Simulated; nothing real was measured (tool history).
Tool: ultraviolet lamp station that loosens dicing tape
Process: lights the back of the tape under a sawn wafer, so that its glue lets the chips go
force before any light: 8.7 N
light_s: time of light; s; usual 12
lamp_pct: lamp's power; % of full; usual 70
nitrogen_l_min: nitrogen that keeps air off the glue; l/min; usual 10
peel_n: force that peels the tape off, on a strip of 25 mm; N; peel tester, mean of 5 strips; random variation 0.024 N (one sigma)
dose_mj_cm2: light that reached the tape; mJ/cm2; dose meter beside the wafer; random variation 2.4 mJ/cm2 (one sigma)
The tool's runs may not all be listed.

run	hour	light_s	lamp_pct	nitrogen_l_min	peel_n	dose_mj_cm2
1	0	12	70	10	1.59	220
2	4.7	12	70	10	1.609	217
3	9.5	12	70	10	1.617	216
4	15.4	12	70	10	1.635	212
5	23.9	12	70	10	1.63	215
6	31.9	12	70	10	1.612	216
7	39.8	12	70	10	1.677	214
8	46.7	20	70	10	0.673	349
9	54.6	20	70	10	0.655	349
10	63.7	12	70	10	1.711	209
11	69.2	12	70	10	1.673	210
12	78.7	12	70	10	1.694	210
13	83.2	11	70	10	1.909	186
14	89.9	12	70	6	2.243	201
15	98.1	15	61	6	1.994	223
16	107.1	12	96	7	1.297	276
17	112.6	12	90	10	1.118	260
18	119.5	12	72	16	1.346	207
19	124.3	12	68	16	1.509	191
20	133.5	12	68	16	1.532	194
21	137.7	9	64	3	4.381	138
22	141.8	12	63	14	1.879	174

Forecast each of these 3 alternatives for the next run:
A	150	13	63	14	?	?
B	150	16	70	10	?	?
C	150	14	70	10	?	?

run	peel_n	dose_mj_cm2
A	1.67	192
B	1.14	264
C	1.424	230
Without the tool's hidden state the same runs would have given:
run	peel_n	dose_mj_cm2
A	1.033	255
B	0.668	349
C	0.86	305

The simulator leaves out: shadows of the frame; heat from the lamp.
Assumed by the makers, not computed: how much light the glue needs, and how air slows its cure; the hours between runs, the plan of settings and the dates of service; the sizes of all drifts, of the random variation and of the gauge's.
